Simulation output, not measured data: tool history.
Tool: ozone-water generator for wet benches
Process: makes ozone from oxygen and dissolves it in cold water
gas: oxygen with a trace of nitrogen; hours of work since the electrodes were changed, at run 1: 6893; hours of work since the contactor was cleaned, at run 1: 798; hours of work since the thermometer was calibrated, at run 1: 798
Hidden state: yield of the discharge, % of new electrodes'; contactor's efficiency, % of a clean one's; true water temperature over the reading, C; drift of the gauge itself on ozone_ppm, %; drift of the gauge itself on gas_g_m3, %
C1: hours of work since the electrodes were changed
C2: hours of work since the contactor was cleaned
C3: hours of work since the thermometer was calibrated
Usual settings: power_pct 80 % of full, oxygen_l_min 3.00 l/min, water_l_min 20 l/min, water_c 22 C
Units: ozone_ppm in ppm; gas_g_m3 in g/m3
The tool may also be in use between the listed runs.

{"run": 1, "day": 0.0, "power_pct": 80, "oxygen_l_min": 3.0, "water_l_min": 20, "water_c": 22, "C1": 6893, "C2": 798, "C3": 798, "ozone_ppm": 14.5, "gas_g_m3": 185.5}
{"run": 2, "day": 9.4, "power_pct": 59, "oxygen_l_min": 3.0, "water_l_min": 20, "water_c": 22, "C1": 7068, "C2": 973, "C3": 973, "ozone_ppm": 11.3, "gas_g_m3": 144.7}
{"run": 3, "day": 18.088, "power_pct": 59, "oxygen_l_min": 3.0, "water_l_min": 20, "water_c": 19, "C1": 7229, "C2": 1135, "C3": 1135, "ozone_ppm": 11.6, "gas_g_m3": 145.1}
{"run": 4, "day": 22.692, "power_pct": 59, "oxygen_l_min": 3.0, "water_l_min": 20, "water_c": 19, "C1": 7315, "C2": 1220, "C3": 1220, "ozone_ppm": 11.6, "gas_g_m3": 146.0}
{"run": 5, "day": 31.733, "power_pct": 80, "oxygen_l_min": 3.0, "water_l_min": 20, "water_c": 30, "C1": 7483, "C2": 1389, "C3": 1389, "ozone_ppm": 12.8, "gas_g_m3": 183.1}
{"run": 6, "day": 37.867, "power_pct": 80, "oxygen_l_min": 3.0, "water_l_min": 20, "water_c": 30, "C1": 7598, "C2": 1503, "C3": 1503, "ozone_ppm": 12.9, "gas_g_m3": 181.4}
{"run": 7, "day": 41.846, "power_pct": 80, "oxygen_l_min": 3.0, "water_l_min": 20, "water_c": 30, "C1": 7672, "C2": 1577, "C3": 1577, "ozone_ppm": 13.1, "gas_g_m3": 184.2}
{"run": 8, "day": 47.9, "power_pct": 46, "oxygen_l_min": 2.8, "water_l_min": 28, "water_c": 18, "C1": 7784, "C2": 1690, "C3": 1690, "ozone_ppm": 7.1, "gas_g_m3": 123.9}
{"run": 9, "day": 57.675, "power_pct": 90, "oxygen_l_min": 2.8, "water_l_min": 28, "water_c": 18, "C1": 7966, "C2": 1872, "C3": 1872, "ozone_ppm": 11.7, "gas_g_m3": 205.4}
{"run": 10, "day": 67.333, "power_pct": 73, "oxygen_l_min": 2.8, "water_l_min": 27, "water_c": 18, "C1": 8146, "C2": 2051, "C3": 2051, "ozone_ppm": 10.1, "gas_g_m3": 174.7}

The same runs without the tool's hidden state, with the same run-to-run variation:
run=1 ozone_ppm=16.7 gas_g_m3=212.3
run=2 ozone_ppm=12.7 gas_g_m3=161.2
run=3 ozone_ppm=13.0 gas_g_m3=162.1
run=4 ozone_ppm=13.0 gas_g_m3=163.3
run=5 ozone_ppm=14.9 gas_g_m3=212.1
run=6 ozone_ppm=15.1 gas_g_m3=210.6
run=7 ozone_ppm=15.3 gas_g_m3=214.2
run=8 ozone_ppm=7.8 gas_g_m3=135.8
run=9 ozone_ppm=14.1 gas_g_m3=243.6
run=10 ozone_ppm=11.9 gas_g_m3=203.0

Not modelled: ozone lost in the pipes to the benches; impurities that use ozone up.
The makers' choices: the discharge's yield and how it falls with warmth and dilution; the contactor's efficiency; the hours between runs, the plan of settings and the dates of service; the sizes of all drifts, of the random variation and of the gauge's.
